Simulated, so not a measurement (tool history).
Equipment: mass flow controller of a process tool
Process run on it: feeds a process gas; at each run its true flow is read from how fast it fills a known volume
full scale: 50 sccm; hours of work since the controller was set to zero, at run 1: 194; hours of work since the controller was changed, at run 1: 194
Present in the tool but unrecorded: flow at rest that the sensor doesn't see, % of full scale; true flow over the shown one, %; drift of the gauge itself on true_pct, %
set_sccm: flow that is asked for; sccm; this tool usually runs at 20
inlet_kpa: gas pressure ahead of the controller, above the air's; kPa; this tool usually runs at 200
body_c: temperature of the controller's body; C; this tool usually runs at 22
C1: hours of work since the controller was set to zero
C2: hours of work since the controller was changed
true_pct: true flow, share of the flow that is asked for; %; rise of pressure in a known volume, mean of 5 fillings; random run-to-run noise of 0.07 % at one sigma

Run 1, day 0: usual settings; C1 194; C2 194. Result: true_pct 98.62 %.
Run 2, day 4.1: usual settings; C1 226; C2 226. Result: true_pct 98.61 %.
Run 3, day 6.842: usual settings but body_c 27 C; C1 247; C2 247. Result: true_pct 98.33 %.
Run 4, day 9.079: usual settings; C1 265; C2 265. Result: true_pct 98.54 %.
Run 5, day 11.983: usual settings; C1 287; C2 287. Result: true_pct 98.53 %.
Run 6, day 14.479: usual settings; C1 306; C2 306. Result: true_pct 98.45 %.
Run 7, day 16.4: usual settings but inlet_kpa 171 kPa; C1 321; C2 321. Result: true_pct 98.26 %.
Run 8, day 20.308: usual settings but set_sccm 6 sccm, inlet_kpa 171 kPa, body_c 35 C; C1 352; C2 352. Result: true_pct 96.9 %.
Run 9, day 24.204: usual settings but set_sccm 5 sccm, inlet_kpa 169 kPa; C1 382; C2 382. Result: true_pct 97.38 %.
Run 10, day 26.825: usual settings but set_sccm 19 sccm; C1 402; C2 402. Result: true_pct 98.23 %.
Run 11, day 28.575: usual settings but set_sccm 19 sccm; C1 416; C2 416. Result: true_pct 98.41 %.

What if the next run were any one of these 5? Each begins from the tool's condition after run 11:
Run A, day 32.25: usual settings but set_sccm 16 sccm, inlet_kpa 264 kPa, body_c 35 C; C1 444; C2 444. Result: true_pct ?.
Run B, day 32.25: usual settings but set_sccm 43 sccm, body_c 21 C; C1 444; C2 444. Result: true_pct ?.
Run C, day 32.25: usual settings but set_sccm 19 sccm, body_c 33 C; C1 444; C2 444. Result: true_pct ?.
Run D, day 32.25: usual settings but body_c 20 C; C1 444; C2 444. Result: true_pct ?.
Run E, day 32.25: usual settings but inlet_kpa 147 kPa; C1 444; C2 444. Result: true_pct ?.

run  true_pct
  A     97.69
  B     99.53
  C     97.71
  D     98.35
  E     97.98
With the hidden condition removed and each run's random variation left untouched, the same runs would have given:
run  true_pct
  A     98.13
  B     99.97
  C     98.14
  D     98.78
  E     98.41
